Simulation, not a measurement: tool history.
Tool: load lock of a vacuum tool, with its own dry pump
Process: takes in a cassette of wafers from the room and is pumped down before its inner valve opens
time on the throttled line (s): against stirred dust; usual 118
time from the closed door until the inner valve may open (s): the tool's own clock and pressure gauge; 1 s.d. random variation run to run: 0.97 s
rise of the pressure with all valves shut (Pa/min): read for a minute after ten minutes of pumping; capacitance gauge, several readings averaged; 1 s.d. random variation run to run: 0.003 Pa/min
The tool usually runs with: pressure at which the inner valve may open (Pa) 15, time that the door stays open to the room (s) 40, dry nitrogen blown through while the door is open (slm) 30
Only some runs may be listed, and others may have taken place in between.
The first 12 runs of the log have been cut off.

| run | hour | time on the throttled line (s) | pressure at which the inner valve may open (Pa) | time that the door stays open to the room (s) | dry nitrogen blown through while the door is open (slm) | incoming humidity of the room's air, % | time from the closed door until the inner valve may open (s) | rise of the pressure with all valves shut (Pa/min) |
|---|---|---|---|---|---|---|---|---|
|  | 5000.5 | dry pump taken out, an overhauled one fitted |
| 13 | 5192.2 | 118 | 19 | 40 | 30 | 48.0 | 154.1 | 0.062 |
| 14 | 5506.7 | 118 | 19 | 40 | 30 | 43.4 | 153.2 | 0.066 |
| 15 | 5879.0 | 118 | 19 | 40 | 30 | 44.4 | 151.8 | 0.068 |
| 16 | 6196.3 | 118 | 19 | 40 | 30 | 41.9 | 152.5 | 0.064 |
| 17 | 6627.1 | 118 | 19 | 40 | 30 | 45.3 | 152.2 | 0.067 |
| 18 | 7017.3 | 118 | 19 | 40 | 30 | 46.0 | 152.6 | 0.066 |
| 19 | 7519.0 | 118 | 15 | 28 | 22 | 46.8 | 154.2 | 0.069 |
| 20 | 8086.7 | 118 | 22 | 165 | 22 | 45.0 | 154.4 | 0.080 |
| 21 | 8454.7 | 193 | 12 | 59 | 11 | 43.5 | 220.9 | 0.081 |
| 22 | 8859.3 | 193 | 12 | 59 | 11 | 47.8 | 222.5 | 0.094 |
| 23 | 9373.1 | 167 | 15 | 49 | 30 | 46.7 | 197.9 | 0.083 |
| 24 | 9638.6 | 167 | 15 | 104 | 8 | 48.4 | 198.5 | 0.102 |
| 25 | 9882.8 | 80 | 21 | 40 | 30 | 47.1 | 121.9 | 0.077 |
| 26 | 10442.6 | 80 | 21 | 40 | 30 | 45.5 | 121.0 | 0.083 |
| 27 | 10744.2 | 126 | 26 | 45 | 19 | 44.5 | 160.4 | 0.089 |
| 28 | 11094.8 | 114 | 14 | 45 | 8 | 45.2 | 153.6 | 0.096 |
| 29 | 11370.7 | 221 | 14 | 45 | 8 | 44.9 | 248.3 | 0.099 |
| 30 | 11922.1 | 135 | 15 | 81 | 20 | 47.9 | 173.2 | 0.093 |
| 31 | 12220.6 | 82 | 24 | 54 | 5 | 46.9 | 124.2 | 0.102 |
| 32 | 12498.3 | 105 | 15 | 40 | 30 | 43.4 | 147.6 | 0.093 |
| 33 | 12816.2 | 118 | 25 | 132 | 22 | 44.8 | 156.1 | 0.100 |
| 34 | 13324.9 | 118 | 25 | 132 | 22 | 44.6 | 155.2 | 0.106 |
| 35 | 13607.2 | 164 | 15 | 215 | 30 | 43.3 | 199.9 | 0.103 |
| 36 | 13863.4 | 139 | 15 | 40 | 11 | 47.4 | 179.3 | 0.109 |

Below are 4 alternative next runs, each starting from the tool's condition after run 36. Predict each:
| A | 14284.4 | 139 | 16 | 40 | 8 | 42.3 | ? | ? |
| B | 14284.4 | 118 | 19 | 98 | 30 | 45.6 | ? | ? |
| C | 14284.4 | 118 | 22 | 40 | 40 | 47.1 | ? | ? |
| D | 14284.4 | 157 | 15 | 165 | 4 | 45.0 | ? | ? |

| run | time from the closed door until the inner valve may open (s) | rise of the pressure with all valves shut (Pa/min) |
|---|---|---|
| A | 177.0 | 0.105 |
| B | 157.8 | 0.105 |
| C | 157.7 | 0.094 |
| D | 194.4 | 0.129 |
Had the tool no hidden state, the same runs would have come out as:
| run | time from the closed door until the inner valve may open (s) | rise of the pressure with all valves shut (Pa/min) |
|---|---|---|
| A | 171.6 | 0.016 |
| B | 152.3 | 0.016 |
| C | 152.3 | 0.005 |
| D | 189.4 | 0.039 |
